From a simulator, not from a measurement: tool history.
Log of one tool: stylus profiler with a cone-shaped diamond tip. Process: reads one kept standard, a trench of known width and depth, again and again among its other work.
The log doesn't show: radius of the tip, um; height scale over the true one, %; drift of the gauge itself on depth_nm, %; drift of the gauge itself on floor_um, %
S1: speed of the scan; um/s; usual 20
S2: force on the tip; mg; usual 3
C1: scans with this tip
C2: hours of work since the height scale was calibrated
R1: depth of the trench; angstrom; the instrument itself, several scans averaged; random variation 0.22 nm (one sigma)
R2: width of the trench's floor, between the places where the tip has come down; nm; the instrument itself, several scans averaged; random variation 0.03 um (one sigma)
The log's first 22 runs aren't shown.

run 23 hour=1313.8 | S1=6 S2=1.66 | C1=8166 C2=719 | R1=10024.6 R2=11520
run 24 hour=1359.5 | S1=6 S2=1.15 | C1=8451 C2=744 | R1=10011 R2=11420
-- hour=1366.4 height scale calibrated on a step standard
run 25 hour=1424.3 | S1=46 S2=2.48 | C1=8850 C2=32 | R1=10020.6 R2=11130
run 26 hour=1488 | S1=29 S2=2.75 | C1=9246 C2=67 | R1=10025.5 R2=11100
run 27 hour=1538.6 | S1=5 S2=2.75 | C1=9561 C2=94 | R1=10026.4 R2=11170
-- hour=1568.4 height scale calibrated on a step standard, once more
run 28 hour=1574.9 | S1=5 S2=2.75 | C1=9783 C2=4 | R1=10063.8 R2=11080
run 29 hour=1619.7 | S1=5 S2=3.43 | C1=10062 C2=28 | R1=10073.3 R2=11000
run 30 hour=1660.8 | S1=5 S2=3.43 | C1=10317 C2=51 | R1=10068.9 R2=10990
run 31 hour=1709.6 | S1=5 S2=3.43 | C1=10621 C2=77 | R1=10069.6 R2=10900
-- hour=1755.1 new tip fitted, height scale calibrated
run 32 hour=1757.5 | S1=73 S2=7.02 | C1=15 C2=1 | R1=10120.8 R2=13640
run 33 hour=1801.3 | S1=73 S2=7.02 | C1=287 C2=25 | R1=10113.7 R2=13540

The next listed run, before its measurement:
run 34 hour=1845.4 | S1=37 S2=1.04 | C1=562 C2=49 | R1=? R2=?

R1: 10029.8 angstrom
R2: 13360 nm
Without the tool's hidden state the same run would have given R1 10032.9 angstrom, R2 13690 nm.
